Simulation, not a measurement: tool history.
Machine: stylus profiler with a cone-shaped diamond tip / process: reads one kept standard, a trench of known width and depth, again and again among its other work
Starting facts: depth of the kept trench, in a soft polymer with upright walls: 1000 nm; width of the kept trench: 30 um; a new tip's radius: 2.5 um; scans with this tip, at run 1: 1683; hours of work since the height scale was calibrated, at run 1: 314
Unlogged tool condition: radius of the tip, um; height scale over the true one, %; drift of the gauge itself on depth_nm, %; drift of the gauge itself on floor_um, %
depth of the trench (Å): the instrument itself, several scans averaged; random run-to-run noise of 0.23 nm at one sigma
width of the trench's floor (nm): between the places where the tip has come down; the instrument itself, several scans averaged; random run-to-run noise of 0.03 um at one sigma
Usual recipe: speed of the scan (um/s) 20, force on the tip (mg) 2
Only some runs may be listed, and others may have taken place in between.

run   hour  speed of the scan (um/s)  force on the tip (mg)  scans with this tip  hours of work since the height scale was calibrated  depth of the trench (Å)  width of the trench's floor (nm)
  1      0                        20                      2                 1683                                                  314                  10075.6                             25780
  2   30.9                        11                      2                 1780                                                  332                    10073                             25790
  3   50.1                        11                      2                 1840                                                  343                  10073.5                             25770
  4   80.6                        11                      2                 1936                                                  361                  10075.7                             25790
  5    106                        11                      2                 2016                                                  376                  10069.2                             25790
  6  135.1                        11                      2                 2107                                                  393                  10066.4                             25740
  7  155.3                        11                      2                 2171                                                  405                  10068.3                             25780
  8  178.4                        20                      2                 2243                                                  418                  10069.9                             25710
  9    209                        20                      2                 2339                                                  436                  10065.8                             25730
 10  240.3                        33                      2                 2437                                                  455                  10068.4                             25720
 11  276.4                        33                      2                 2551                                                  476                  10065.6                             25680
 12  311.7                        20                      2                 2661                                                  496                  10062.8                             25680
 13    330                        20                      2                 2719                                                  507                    10061                             25710
     333.2  -- height scale calibrated on a step standard
 14  352.7                        20                      2                 2789                                                   11                  10059.9                             25660
 15  378.8                        20                      2                 2871                                                   27                  10052.6                             25680
 16  414.5                        14                    2.1                 2983                                                   48                  10059.7                             25700
 17  437.1                        37                    1.5                 3053                                                   61                  10040.5                             25540
       444  -- height scale calibrated on a step standard, once more
 18  465.2                        37                    1.5                 3140                                                   12                    10071                             25560
 19  491.7                        37                    1.5                 3223                                                   28                  10074.2                             25540
 20  509.8                        17                   1.92                 3280                                                   39                  10079.5                             25650
 21  532.9                        17                   1.92                 3353                                                   52                  10080.8                             25640
 22  547.8                        17                   1.92                 3399                                                   61                  10082.7                             25640
 23  579.1                        39                   2.46                 3498                                                   79                  10095.8                             25570
 24  601.6                        20                   4.44                 3568                                                   92                    10141                             25620
 25  636.3                        20                   4.44                 3677                                                  113                  10140.2                             25640

Describe how what the log doesn't record of the tool's condition differs between the last listed run preceding each entry between runs and the first listed run following it.
Runs 13 to 14: height scale calibrated on a step standard (hour 333.2)
  height scale over the true one, %: -0.179 -> -0.284
  measured minus no-state result, depth of the trench (Å): -18 -> -28.7; width of the trench's floor (nm): -250 -> -260
Runs 17 to 18: height scale calibrated on a step standard, once more (hour 444)
  height scale over the true one, %: -0.307 -> 0.04
  measured minus no-state result, depth of the trench (Å): -30.9 -> +4.1; width of the trench's floor (nm): -280 -> -280
